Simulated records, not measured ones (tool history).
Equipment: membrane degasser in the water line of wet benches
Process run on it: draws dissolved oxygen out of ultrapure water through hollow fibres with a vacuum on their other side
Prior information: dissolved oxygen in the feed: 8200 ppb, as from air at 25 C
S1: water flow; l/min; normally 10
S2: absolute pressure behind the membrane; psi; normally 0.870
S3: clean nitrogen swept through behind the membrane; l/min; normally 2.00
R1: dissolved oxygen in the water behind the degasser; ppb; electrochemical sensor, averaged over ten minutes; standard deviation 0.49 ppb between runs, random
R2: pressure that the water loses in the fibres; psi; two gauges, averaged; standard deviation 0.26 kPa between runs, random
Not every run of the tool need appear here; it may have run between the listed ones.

{"run": 1, "hour": 0.0, "S1": 10, "S2": 0.87, "S3": 2.0, "R1": 39.6, "R2": 10.214}
{"run": 2, "hour": 116.0, "S1": 10, "S2": 0.87, "S3": 2.0, "R1": 40.6, "R2": 10.179}
{"run": 3, "hour": 188.5, "S1": 10, "S2": 1.362, "S3": 2.0, "R1": 83.9, "R2": 10.247}
{"run": 4, "hour": 266.4, "S1": 10, "S2": 0.87, "S3": 3.37, "R1": 26.6, "R2": 10.232}
{"run": 5, "hour": 363.6, "S1": 10, "S2": 0.87, "S3": 1.22, "R1": 63.1, "R2": 10.189}
{"run": 6, "hour": 438.6, "S1": 10, "S2": 0.87, "S3": 1.22, "R1": 62.7, "R2": 10.227}
{"run": 7, "hour": 543.9, "S1": 10, "S2": 1.237, "S3": 1.22, "R1": 112.4, "R2": 10.206}
{"run": 8, "hour": 594.1, "S1": 13, "S2": 0.87, "S3": 2.0, "R1": 56.0, "R2": 13.329}
{"run": 9, "hour": 703.0, "S1": 15, "S2": 0.87, "S3": 2.0, "R1": 66.9, "R2": 15.377}
{"run": 10, "hour": 788.2, "S1": 15, "S2": 0.692, "S3": 2.0, "R1": 44.8, "R2": 15.484}
{"run": 11, "hour": 869.3, "S1": 10, "S2": 0.587, "S3": 2.0, "R1": 16.9, "R2": 10.286}
{"run": 12, "hour": 962.0, "S1": 10, "S2": 0.603, "S3": 2.0, "R1": 18.8, "R2": 10.266}
{"run": 13, "hour": 1081.1, "S1": 10, "S2": 0.603, "S3": 2.0, "R1": 18.7, "R2": 10.302}
{"run": 14, "hour": 1133.1, "S1": 10, "S2": 0.603, "S3": 2.0, "R1": 18.6, "R2": 10.309}
{"run": 15, "hour": 1204.0, "S1": 11, "S2": 0.603, "S3": 2.0, "R1": 21.8, "R2": 11.284}
{"run": 16, "hour": 1255.4, "S1": 10, "S2": 0.96, "S3": 2.0, "R1": 49.0, "R2": 10.335}
{"run": 17, "hour": 1353.5, "S1": 6, "S2": 0.702, "S3": 5.77, "R1": 5.9, "R2": 6.182}
{"run": 18, "hour": 1404.1, "S1": 10, "S2": 0.702, "S3": 2.51, "R1": 23.0, "R2": 10.373}
{"run": 19, "hour": 1477.4, "S1": 10, "S2": 0.702, "S3": 2.51, "R1": 22.9, "R2": 10.35}
{"run": 20, "hour": 1553.6, "S1": 9, "S2": 1.447, "S3": 2.0, "R1": 83.3, "R2": 9.295}
{"run": 21, "hour": 1607.4, "S1": 14, "S2": 1.453, "S3": 2.0, "R1": 129.4, "R2": 14.472}
{"run": 22, "hour": 1670.0, "S1": 8, "S2": 1.16, "S3": 1.44, "R1": 71.6, "R2": 8.215}
{"hour": 1708.4, "done": "seals of the vacuum lines changed"}
{"run": 23, "hour": 1729.9, "S1": 8, "S2": 1.16, "S3": 1.44, "R1": 71.0, "R2": 8.235}
{"run": 24, "hour": 1851.1, "S1": 13, "S2": 1.23, "S3": 1.4, "R1": 129.5, "R2": 13.487}
{"run": 25, "hour": 1918.4, "S1": 7, "S2": 0.87, "S3": 2.18, "R1": 26.4, "R2": 7.313}
{"run": 26, "hour": 1979.4, "S1": 14, "S2": 0.743, "S3": 1.02, "R1": 78.8, "R2": 14.407}
{"run": 27, "hour": 2056.6, "S1": 16, "S2": 1.284, "S3": 2.0, "R1": 130.4, "R2": 16.604}
{"run": 28, "hour": 2144.9, "S1": 16, "S2": 1.098, "S3": 2.28, "R1": 95.7, "R2": 16.546}
{"run": 29, "hour": 2269.4, "S1": 16, "S2": 1.098, "S3": 2.28, "R1": 93.9, "R2": 16.629}
{"run": 30, "hour": 2372.0, "S1": 16, "S2": 1.098, "S3": 1.85, "R1": 111.1, "R2": 16.792}

Same runs, no hidden state in the tool, same run-to-run variation:
The tool's hidden condition here consists of: membrane still open, %; true pressure behind the membrane over the reading, kPa; air that leaks in behind the membrane, l/min; drift of the gauge itself on oxygen_ppb, %; drift of the gauge itself on loss_of_pressure_kpa, %.
run=1 R1=37.6 R2=10.141
run=2 R1=38.4 R2=10.096
run=3 R1=80.5 R2=10.158
run=4 R1=25.0 R2=10.138
run=5 R1=59.4 R2=10.087
run=6 R1=58.9 R2=10.116
run=7 R1=107.3 R2=10.087
run=8 R1=52.5 R2=13.169
run=9 R1=62.8 R2=15.180
run=10 R1=40.9 R2=15.275
run=11 R1=14.5 R2=10.141
run=12 R1=16.3 R2=10.112
run=13 R1=16.1 R2=10.138
run=14 R1=15.9 R2=10.141
run=15 R1=18.7 R2=11.094
run=16 R1=45.3 R2=10.157
run=17 R1=5.1 R2=6.071
run=18 R1=20.3 R2=10.182
run=19 R1=20.1 R2=10.153
run=20 R1=78.3 R2=9.111
run=21 R1=122.8 R2=14.182
run=22 R1=66.4 R2=8.045
run=23 R1=67.7 R2=8.063
run=24 R1=123.6 R2=13.193
run=25 R1=24.3 R2=7.149
run=26 R1=70.8 R2=14.076
run=27 R1=123.8 R2=16.212
run=28 R1=89.4 R2=16.143
run=29 R1=87.5 R2=16.208
run=30 R1=103.7 R2=16.353
